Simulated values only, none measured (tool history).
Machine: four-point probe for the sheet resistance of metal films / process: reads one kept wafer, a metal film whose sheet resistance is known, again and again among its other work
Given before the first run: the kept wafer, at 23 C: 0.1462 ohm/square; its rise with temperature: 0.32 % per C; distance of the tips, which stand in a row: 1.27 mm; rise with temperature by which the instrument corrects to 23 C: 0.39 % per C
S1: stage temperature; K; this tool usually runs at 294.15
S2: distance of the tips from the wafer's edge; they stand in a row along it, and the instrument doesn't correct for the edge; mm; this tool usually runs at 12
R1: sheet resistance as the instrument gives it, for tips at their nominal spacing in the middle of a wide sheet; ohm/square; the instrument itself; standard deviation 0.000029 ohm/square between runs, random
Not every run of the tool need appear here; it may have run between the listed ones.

Run 1, day 0.000: usual settings. Result: R1 0.145827 ohm/square.
Run 2, day 3.500: usual settings but S1 293.15 K. Result: R1 0.145828 ohm/square.
Run 3, day 8.138: usual settings but S2 14 mm. Result: R1 0.145479 ohm/square.
Run 4, day 13.892: usual settings. Result: R1 0.145602 ohm/square.
Run 5, day 17.800: usual settings. Result: R1 0.145593 ohm/square.
Run 6, day 21.404: usual settings but S2 10 mm. Result: R1 0.148158 ohm/square.
Run 7, day 26.875: usual settings but S2 10 mm. Result: R1 0.148055 ohm/square.
Run 8, day 30.621: usual settings. Result: R1 0.147626 ohm/square.
Run 9, day 36.196: usual settings. Result: R1 0.147523 ohm/square.
Run 10, day 39.417: usual settings but S2 40 mm. Result: R1 0.146717 ohm/square.
Run 11, day 43.296: usual settings but S2 40 mm. Result: R1 0.146603 ohm/square.
Run 12, day 47.992: usual settings but S1 296.15 K. Result: R1 0.147391 ohm/square.
Run 13, day 50.396: usual settings but S2 4 mm. Result: R1 0.154250 ohm/square.
Run 14, day 53.371: usual settings but S2 4 mm. Result: R1 0.154189 ohm/square.
Run 15, day 57.188: usual settings but S2 4 mm. Result: R1 0.154126 ohm/square.
Run 16, day 61.350: usual settings but S2 4 mm. Result: R1 0.154161 ohm/square.
Run 17, day 64.804: usual settings but S1 308.15 K, S2 25 mm. Result: R1 0.145293 ohm/square.
Run 18, day 68.762: usual settings but S1 301.15 K, S2 4 mm. Result: R1 0.153202 ohm/square.
Run 19, day 73.496: usual settings but S1 301.15 K, S2 4 mm. Result: R1 0.153143 ohm/square.
Run 20, day 77.133: usual settings but S1 301.15 K, S2 4 mm. Result: R1 0.153093 ohm/square.
Run 21, day 81.404: usual settings but S1 301.15 K, S2 4 mm. Result: R1 0.153023 ohm/square.
Run 22, day 85.621: usual settings but S1 291.15 K, S2 4 mm. Result: R1 0.154157 ohm/square.
Run 23, day 89.721: usual settings but S1 296.15 K, S2 4 mm. Result: R1 0.153538 ohm/square.
Run 24, day 92.642: usual settings but S1 296.15 K, S2 63 mm. Result: R1 0.146043 ohm/square.
Run 25, day 97.771: usual settings but S1 296.15 K, S2 63 mm. Result: R1 0.145947 ohm/square.
Run 26, day 102.958: usual settings but S1 296.15 K, S2 63 mm. Result: R1 0.145914 ohm/square.
Run 27, day 106.654: usual settings but S1 296.15 K, S2 63 mm. Result: R1 0.145863 ohm/square.
Run 28, day 109.725: usual settings but S1 293.15 K, S2 34 mm. Result: R1 0.146178 ohm/square.
Run 29, day 115.188: usual settings but S2 16 mm. Result: R1 0.146424 ohm/square.
Run 30, day 117.829: usual settings but S2 16 mm. Result: R1 0.146388 ohm/square.
Run 31, day 122.904: usual settings but S2 16 mm. Result: R1 0.146567 ohm/square.

Taken out of this log: 4 entries between the listed runs. Where each belongs, and how the hidden state differs across it:
Runs 5 to 6: new probe head fitted (day 18.846)
  inner tips' distance over the nominal, %: -0.999 -> 0.358; tips' flats over new ones', %: 97 -> 1; wafer's true temperature over the reading, C: -0.28 -> -0.3
  measured result minus the result with no hidden state, R1: -0.001719 -> +0.000432 ohm/square
Runs 8 to 9: stage's thermometer calibrated (day 32.233)
  inner tips' distance over the nominal, %: 0.306 -> 0.276; tips' flats over new ones', %: 6 -> 9; wafer's true temperature over the reading, C: -0.35 -> -0.47
  measured result minus the result with no hidden state, R1: +0.000323 -> +0.000218 ohm/square
Runs 11 to 12: stage's thermometer calibrated, once more (day 44.033)
  inner tips' distance over the nominal, %: 0.235 -> 0.21; tips' flats over new ones', %: 13 -> 16; wafer's true temperature over the reading, C: -0.51 -> -0.02
  measured result minus the result with no hidden state, R1: +0.000133 -> +0.000326 ohm/square
Runs 30 to 31: stage's thermometer calibrated (day 119.242)
  inner tips' distance over the nominal, %: -0.193 -> -0.22; tips' flats over new ones', %: 54 -> 56; wafer's true temperature over the reading, C: -0.43 -> 0
  measured result minus the result with no hidden state, R1: -0.000508 -> -0.000348 ohm/square

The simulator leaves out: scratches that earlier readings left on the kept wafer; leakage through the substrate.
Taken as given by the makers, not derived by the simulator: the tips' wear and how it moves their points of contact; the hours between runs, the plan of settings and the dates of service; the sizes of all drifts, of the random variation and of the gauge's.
